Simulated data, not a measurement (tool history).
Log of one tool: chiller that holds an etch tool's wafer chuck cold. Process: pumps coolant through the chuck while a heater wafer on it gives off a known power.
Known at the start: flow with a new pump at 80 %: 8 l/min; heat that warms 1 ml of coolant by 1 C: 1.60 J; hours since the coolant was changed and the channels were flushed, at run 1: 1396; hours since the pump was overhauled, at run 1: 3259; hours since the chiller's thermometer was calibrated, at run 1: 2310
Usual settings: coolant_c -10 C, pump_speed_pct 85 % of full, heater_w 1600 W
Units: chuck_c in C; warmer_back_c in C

run    hour  coolant_c  pump_speed_pct  heater_w  hours since the coolant was changed and the channels were flushed  hours since the pump was overhauled  hours since the chiller's thermometer was calibrated  chuck_c  warmer_back_c
  1       0        -10              85      1600                                                               1396                                 3259                                                  2310      2.6           7.52
  2   130.3        -10              85      1600                                                               1526                                 3390                                                  2441      2.8           7.52
  3   241.9        -10              85      1600                                                               1638                                 3501                                                  2552      2.9           7.54
  4   401.9        -10              85      1600                                                               1798                                 3661                                                  2712      2.9            7.5
  5   545.8        -10              85      1600                                                               1942                                 3805                                                  2856      2.9           7.59
  6     676        -10              85      1600                                                               2072                                 3935                                                  2986        3           7.61
  7   766.4        -10              85      1600                                                               2162                                 4026                                                  3077      2.9           7.65
      827.1  -- chiller's thermometer calibrated
  8   858.2        -10              85      1432                                                               2253                                 4116                                                    31      1.6            6.8
  9   936.8        -10              85      1600                                                               2332                                 4195                                                   110      2.8           7.63
 10  1066.8        -10              97      1806                                                               2462                                 4325                                                   240      3.4            7.6
 11  1143.4        -10              78       800                                                               2538                                 4402                                                   316     -2.9           4.14
     1159.2  -- coolant pump overhauled
 12  1264.6        -10              85      2059                                                               2655                                  105                                                   432      6.8           9.97
 13  1365.8        -15              85      1600                                                               2756                                  207                                                   534     -1.8           7.71
 14  1531.6        -15              85      1600                                                               2922                                  372                                                   700     -1.7           7.79
 15  1686.6        -15              85      1600                                                               3077                                  527                                                   854     -1.5           7.93

The next listed run, before its measurement:
 16  1827.4         -4              82      1725                                                               3217                                  668                                                   995        ?              ?

{"run 16": {"chuck_c": 10.7, "warmer_back_c": 8.7}}
Without the tool's hidden state the same run would have given chuck_c 8.8 C, warmer_back_c 7.84 C.
